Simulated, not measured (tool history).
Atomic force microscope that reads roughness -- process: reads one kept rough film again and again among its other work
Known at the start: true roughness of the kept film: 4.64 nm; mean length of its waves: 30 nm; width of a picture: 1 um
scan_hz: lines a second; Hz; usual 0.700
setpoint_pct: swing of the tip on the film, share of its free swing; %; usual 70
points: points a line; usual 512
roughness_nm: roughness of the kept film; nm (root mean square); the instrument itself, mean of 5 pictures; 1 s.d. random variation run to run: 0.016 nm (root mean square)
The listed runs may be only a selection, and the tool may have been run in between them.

run 1 hour=0.0 | scan_hz=0.700 setpoint_pct=70 points=512 | roughness_nm=3.326
run 2 hour=50.9 | scan_hz=0.700 setpoint_pct=59 points=512 | roughness_nm=3.034
-- hour=80.4 new tip fitted
run 3 hour=104.6 | scan_hz=0.885 setpoint_pct=59 points=512 | roughness_nm=3.733
run 4 hour=156.1 | scan_hz=0.885 setpoint_pct=59 points=512 | roughness_nm=3.303
run 5 hour=199.4 | scan_hz=0.885 setpoint_pct=59 points=512 | roughness_nm=2.993
-- hour=239.0 new tip fitted
run 6 hour=255.3 | scan_hz=0.885 setpoint_pct=59 points=512 | roughness_nm=3.746
-- hour=261.1 height scale calibrated on a step standard
run 7 hour=300.7 | scan_hz=0.885 setpoint_pct=59 points=512 | roughness_nm=3.356
run 8 hour=343.5 | scan_hz=0.623 setpoint_pct=82 points=326 | roughness_nm=2.914
run 9 hour=385.1 | scan_hz=0.623 setpoint_pct=82 points=326 | roughness_nm=2.680
-- hour=395.9 new tip fitted
run 10 hour=434.6 | scan_hz=1.177 setpoint_pct=66 points=651 | roughness_nm=3.497
run 11 hour=471.8 | scan_hz=2.018 setpoint_pct=60 points=332 | roughness_nm=3.110
-- hour=496.7 height scale calibrated on a step standard, once more
run 12 hour=516.5 | scan_hz=2.574 setpoint_pct=69 points=512 | roughness_nm=2.640

4 ways to go on from here, each from the tool as it stands after run 12. What would each give?
run A hour=548.0 | scan_hz=3.268 setpoint_pct=87 points=594 | roughness_nm=?
run B hour=548.0 | scan_hz=1.861 setpoint_pct=66 points=569 | roughness_nm=?
run C hour=548.0 | scan_hz=0.834 setpoint_pct=67 points=959 | roughness_nm=?
run D hour=548.0 | scan_hz=0.526 setpoint_pct=70 points=512 | roughness_nm=?

run=A roughness_nm=1.941
run=B roughness_nm=2.565
run=C roughness_nm=2.708
run=D roughness_nm=2.713
With no hidden state in the tool, these same runs would have given:
run=A roughness_nm=2.800
run=B roughness_nm=3.703
run=C roughness_nm=3.907
run=D roughness_nm=3.912
